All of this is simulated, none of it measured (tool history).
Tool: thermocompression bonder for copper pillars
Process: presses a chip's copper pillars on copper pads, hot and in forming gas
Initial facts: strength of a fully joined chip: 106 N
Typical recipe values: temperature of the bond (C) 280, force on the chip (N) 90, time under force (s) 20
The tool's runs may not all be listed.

run,hour,temperature of the bond (C),force on the chip (N),time under force (s),force that shears a chip off (N)
1,0,280,90,20,39
2,35,280,90,20,39.2
3,67.6,280,90,20,39.1
4,104.8,280,88,20,38.4
5,153.3,280,88,20,38.5
6,191.9,307,90,20,55
7,214.4,307,90,22,56.8
8,244.1,307,90,22,56.6
9,284.6,307,90,22,56.7
10,329,280,90,20,38.5
# hour 374.2: force cell calibrated
11,378,280,90,20,35.3
12,428.8,280,90,20,35.1
# hour 464.1: forming gas filter changed
13,471.9,280,90,20,36.2
14,510.8,280,90,20,36.5
15,533.2,280,90,20,35.7
16,566,280,90,20,36
17,593.9,280,90,20,35.9
# hour 600.3: heater calibrated with a thermocouple chip
18,632.3,280,90,20,34.9
19,657.7,280,90,20,34.5
20,701,280,90,20,34.9
21,733.3,280,65,20,25.1
22,756,280,65,20,25.1
23,783.3,264,74,12,17.6
24,825.5,264,111,18,31.6
# hour 862.4: heater calibrated with a thermocouple chip, once more
25,878.2,264,111,18,37.6
26,918.4,267,82,18,28.7
27,964.8,259,71,20,22.9
# hour 994.7: forming gas filter changed
28,994.7,259,71,34,29.6
29,1031.6,290,90,26,52
30,1066.7,273,58,29,28.4
31,1112.7,280,90,10,31.3
32,1167.5,272,105,12,34.3
33,1215.9,272,105,12,34.7
34,1268.2,272,105,12,35
35,1315.4,272,105,12,34.6
36,1363.9,263,55,20,18.7
37,1418.3,273,61,32,30.6
38,1457.3,260,90,20,29.8
39,1510.6,293,106,22,56.4

4 options for the next run, each taken on its own from the tool as it stands now. Forecast them:
# hour 1525.3: forming gas filter changed
A,1558.6,293,106,19,?
# hour 1525.3: forming gas filter changed
B,1558.6,293,70,16,?
# hour 1525.3: forming gas filter changed
C,1558.6,298,97,14,?
# hour 1525.3: forming gas filter changed
D,1558.6,299,115,39,?

run,force that shears a chip off (N)
A,55.3
B,36.1
C,49.4
D,76.8
Take away the tool's hidden state, keep each run's random variation, and the runs would have read:
run,force that shears a chip off (N)
A,53.3
B,34.6
C,47.5
D,74.9
